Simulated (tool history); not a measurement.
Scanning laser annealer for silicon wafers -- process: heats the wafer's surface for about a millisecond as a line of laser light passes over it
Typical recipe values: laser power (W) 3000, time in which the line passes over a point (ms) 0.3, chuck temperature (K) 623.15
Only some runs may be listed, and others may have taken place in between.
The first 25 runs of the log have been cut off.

run   hour  laser power (W)  time in which the line passes over a point (ms)  chuck temperature (K)  hours of work since the window was cleaned  hours of work since the power meter was calibrated  hours of work since the optics were aligned  highest temperature of the surface (K)
 26  229.4             2707                                              0.3                 602.15                                         296                                                 284                                           16                                 1256.15
 27  234.7             3113                                            0.245                 640.15                                         299                                                 288                                           20                                 1327.15
 28  241.3             3113                                            0.233                 625.15                                         304                                                 292                                           24                                 1294.15
 29    247             3113                                            0.352                 625.15                                         308                                                 296                                           28                                 1427.15
 30  253.1             2772                                            0.231                 623.15                                         312                                                 301                                           32                                 1218.15
 31  259.8             3000                                            0.374                 633.15                                         317                                                 305                                           37                                 1431.15
 32    267             3000                                            0.374                 633.15                                         322                                                 310                                           42                                 1429.15
 33  275.3             3000                                            0.374                 643.15                                         327                                                 316                                           48                                 1440.15
 34    285             2648                                            0.345                 604.15                                         334                                                 323                                           54                                 1279.15
 35  292.1             2648                                            0.345                 604.15                                         339                                                 327                                           59                                 1277.15
 36  304.3             2929                                             0.23                 621.15                                         347                                                 336                                           68                                 1246.15
 37  316.5             3000                                            0.246                 622.15                                         356                                                 344                                           76                                 1283.15
 38    323             2812                                            0.246                 651.15                                         360                                                 349                                           80                                 1271.15
 39  330.5             2710                                            0.344                 606.15                                         366                                                 354                                           86                                 1299.15
 40  339.8             2729                                              0.3                 613.15                                         372                                                 360                                           92                                 1265.15
 41  352.1             2729                                              0.3                 613.15                                         380                                                 369                                          101                                 1267.15

What if the next run were any one of these 3? Each begins from the tool's condition after run 41:
  A  361.4             3268                                            0.286                 608.15                                         387                                                 375                                          107                                       ?
  B  361.4             2673                                              0.3                 623.15                                         387                                                 375                                          107                                       ?
  C  361.4             3082                                              0.3                 613.15                                         387                                                 375                                          107                                       ?

run  highest temperature of the surface (K)
  A                                 1373.15
  B                                 1264.15
  C                                 1349.15
Take away the tool's hidden state, keep each run's random variation, and the runs would have read:
run  highest temperature of the surface (K)
  A                                 1403.15
  B                                 1289.15
  C                                 1379.15

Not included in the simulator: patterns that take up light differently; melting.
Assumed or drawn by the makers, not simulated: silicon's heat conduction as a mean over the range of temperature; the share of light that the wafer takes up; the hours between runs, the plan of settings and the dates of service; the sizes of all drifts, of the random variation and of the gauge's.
